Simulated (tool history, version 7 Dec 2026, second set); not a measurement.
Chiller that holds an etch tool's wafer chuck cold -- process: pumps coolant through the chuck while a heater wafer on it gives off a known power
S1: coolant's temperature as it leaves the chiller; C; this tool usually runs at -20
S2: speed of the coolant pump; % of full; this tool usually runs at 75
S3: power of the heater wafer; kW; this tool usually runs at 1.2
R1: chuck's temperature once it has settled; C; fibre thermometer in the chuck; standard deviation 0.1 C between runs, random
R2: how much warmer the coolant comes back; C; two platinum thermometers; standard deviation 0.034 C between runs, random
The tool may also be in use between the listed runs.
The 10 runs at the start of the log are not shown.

run 11 hour=572.6 | S1=-20 S2=75 S3=1.2 | R1=-9.8 R2=5.06
run 12 hour=604.6 | S1=-20 S2=75 S3=0.606 | R1=-14.8 R2=2.38
run 13 hour=672.5 | S1=-20 S2=75 S3=0.606 | R1=-14.6 R2=2.37
run 14 hour=737.4 | S1=-20 S2=75 S3=0.606 | R1=-14.8 R2=2.31
-- hour=805.1 gauge calibrated
run 15 hour=812.2 | S1=-20 S2=75 S3=0.606 | R1=-14.8 R2=2.71
run 16 hour=856.4 | S1=-20 S2=75 S3=0.606 | R1=-14.9 R2=2.7
run 17 hour=894.9 | S1=-20 S2=66 S3=0.618 | R1=-14.1 R2=3.11
run 18 hour=958.6 | S1=-25 S2=84 S3=0.868 | R1=-18.2 R2=3.48
-- hour=979.5 chiller's thermometer calibrated
run 19 hour=1031.5 | S1=-25 S2=84 S3=0.868 | R1=-18.1 R2=3.37
run 20 hour=1062.9 | S1=-13 S2=84 S3=0.868 | R1=-6.2 R2=3.32
run 21 hour=1108.4 | S1=-13 S2=84 S3=0.868 | R1=-6.2 R2=3.31
run 22 hour=1148 | S1=-10 S2=95 S3=0.934 | R1=-3.6 R2=3.13
run 23 hour=1202.7 | S1=-25 S2=75 S3=1.772 | R1=-9.8 R2=7.72
run 24 hour=1264.3 | S1=-28 S2=75 S3=1.118 | R1=-18.3 R2=4.83
run 25 hour=1340.7 | S1=-22 S2=92 S3=1.2 | R1=-13.3 R2=4.08
run 26 hour=1408.8 | S1=-12 S2=64 S3=0.636 | R1=-5.9 R2=3.02
-- hour=1431.8 coolant pump overhauled
run 27 hour=1486.9 | S1=-17 S2=64 S3=0.627 | R1=-10.7 R2=2.89
run 28 hour=1551.6 | S1=-19 S2=81 S3=0.996 | R1=-11.1 R2=3.73
run 29 hour=1627.7 | S1=-22 S2=81 S3=0.846 | R1=-15.2 R2=3.06
run 30 hour=1692.5 | S1=-20 S2=98 S3=1.2 | R1=-11.8 R2=3.63
run 31 hour=1738.5 | S1=-20 S2=82 S3=1.269 | R1=-9.8 R2=4.7
run 32 hour=1801.5 | S1=-20 S2=82 S3=1.269 | R1=-10 R2=4.65

3 ways to go on from here, each from the tool as it stands after run 32. What would each give?
run A hour=1844.2 | S1=-19 S2=85 S3=1.2 | R1=? R2=?
run B hour=1844.2 | S1=-28 S2=81 S3=0.653 | R1=? R2=?
run C hour=1844.2 | S1=-15 S2=82 S3=1.102 | R1=? R2=?

run=A R1=-9.7 R2=4.21
run=B R1=-22.8 R2=2.12
run=C R1=-6.2 R2=3.92
Without the tool's hidden state the same runs would have given:
run=A R1=-9.8 R2=4.75
run=B R1=-22.8 R2=2.67
run=C R1=-6.2 R2=4.47
